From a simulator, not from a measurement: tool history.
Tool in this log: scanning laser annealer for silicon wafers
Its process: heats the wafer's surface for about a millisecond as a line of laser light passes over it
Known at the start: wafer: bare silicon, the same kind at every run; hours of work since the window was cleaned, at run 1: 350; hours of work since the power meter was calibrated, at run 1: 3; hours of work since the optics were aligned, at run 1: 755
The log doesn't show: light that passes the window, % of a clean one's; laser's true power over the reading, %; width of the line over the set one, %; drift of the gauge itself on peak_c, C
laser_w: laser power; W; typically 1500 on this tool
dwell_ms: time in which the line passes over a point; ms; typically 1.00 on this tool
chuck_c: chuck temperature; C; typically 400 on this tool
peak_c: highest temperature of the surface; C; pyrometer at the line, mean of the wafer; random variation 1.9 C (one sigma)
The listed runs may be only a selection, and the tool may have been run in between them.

| run | hour | laser_w | dwell_ms | chuck_c | hours of work since the window was cleaned | hours of work since the power meter was calibrated | hours of work since the optics were aligned | peak_c |
|---|---|---|---|---|---|---|---|---|
| 1 | 0.0 | 1500 | 1.00 | 400 | 350 | 3 | 755 | 1122 |
| 2 | 12.2 | 1500 | 1.00 | 400 | 355 | 8 | 760 | 1118 |
| 3 | 19.9 | 1500 | 1.00 | 400 | 358 | 12 | 763 | 1118 |
| 4 | 26.4 | 1500 | 1.00 | 400 | 361 | 14 | 766 | 1120 |
| 5 | 32.8 | 1500 | 1.00 | 400 | 364 | 17 | 768 | 1117 |
| 6 | 42.6 | 1500 | 1.00 | 400 | 368 | 21 | 773 | 1116 |
| 7 | 48.8 | 1500 | 1.00 | 400 | 370 | 24 | 775 | 1119 |
| 8 | 62.6 | 1500 | 1.00 | 400 | 376 | 29 | 781 | 1116 |
| 9 | 70.3 | 1500 | 1.00 | 400 | 379 | 33 | 784 | 1122 |
| 10 | 77.1 | 1500 | 1.00 | 400 | 382 | 35 | 787 | 1120 |
| 11 | 83.0 | 1500 | 1.00 | 400 | 385 | 38 | 789 | 1122 |
| 12 | 91.3 | 1500 | 0.76 | 400 | 388 | 41 | 793 | 1013 |
| 13 | 102.7 | 1500 | 0.76 | 400 | 393 | 46 | 798 | 1010 |
| 14 | 116.0 | 1500 | 1.01 | 400 | 398 | 52 | 803 | 1122 |
| 15 | 127.0 | 1500 | 1.00 | 400 | 403 | 56 | 808 | 1119 |
| 16 | 140.4 | 1500 | 1.00 | 427 | 409 | 62 | 813 | 1146 |
| 17 | 153.8 | 1500 | 1.00 | 400 | 414 | 68 | 819 | 1119 |
| 18 | 163.4 | 1500 | 1.11 | 400 | 418 | 72 | 823 | 1166 |
| 19 | 176.5 | 1500 | 1.11 | 400 | 424 | 77 | 829 | 1162 |
| 20 | 187.7 | 1500 | 0.99 | 407 | 428 | 82 | 833 | 1122 |
| 21 | 201.4 | 1500 | 0.99 | 407 | 434 | 87 | 839 | 1121 |
| 22 | 206.9 | 1500 | 1.00 | 416 | 436 | 90 | 841 | 1136 |
| 23 | 217.7 | 1500 | 1.00 | 416 | 441 | 94 | 846 | 1138 |
| 24 | 225.4 | 1500 | 1.00 | 416 | 444 | 98 | 849 | 1139 |
| 25 | 237.3 | 1279 | 1.21 | 370 | 449 | 102 | 854 | 1068 |
| 26 | 246.9 | 1279 | 1.00 | 418 | 453 | 106 | 858 | 1042 |
| 27 | 258.2 | 1370 | 0.84 | 376 | 458 | 111 | 863 | 974 |
| 28 | 268.7 | 1370 | 0.79 | 411 | 462 | 116 | 867 | 986 |
| 29 | 282.2 | 1520 | 0.82 | 434 | 468 | 121 | 873 | 1084 |
| 30 | 295.2 | 1520 | 0.82 | 434 | 473 | 127 | 878 | 1080 |
| 31 | 301.5 | 1624 | 0.75 | 434 | 476 | 129 | 881 | 1089 |
| 32 | 314.0 | 1532 | 1.00 | 430 | 481 | 135 | 886 | 1163 |
| 33 | 326.9 | 1532 | 1.00 | 430 | 487 | 140 | 891 | 1164 |
| 34 | 336.6 | 1435 | 0.90 | 427 | 491 | 144 | 896 | 1076 |

What if the next run were any one of these 4? Each begins from the tool's condition after run 34:
| A | 345.3 | 1287 | 0.73 | 400 | 494 | 148 | 899 | ? |
| B | 345.3 | 1447 | 1.00 | 431 | 494 | 148 | 899 | ? |
| C | 345.3 | 1479 | 0.80 | 427 | 494 | 148 | 899 | ? |
| D | 345.3 | 1500 | 0.71 | 414 | 494 | 148 | 899 | ? |

| run | peak_c |
|---|---|
| A | 917 |
| B | 1128 |
| C | 1047 |
| D | 1001 |
Without the tool's unlogged condition, the same runs would have read:
| run | peak_c |
|---|---|
| A | 918 |
| B | 1129 |
| C | 1048 |
| D | 1002 |

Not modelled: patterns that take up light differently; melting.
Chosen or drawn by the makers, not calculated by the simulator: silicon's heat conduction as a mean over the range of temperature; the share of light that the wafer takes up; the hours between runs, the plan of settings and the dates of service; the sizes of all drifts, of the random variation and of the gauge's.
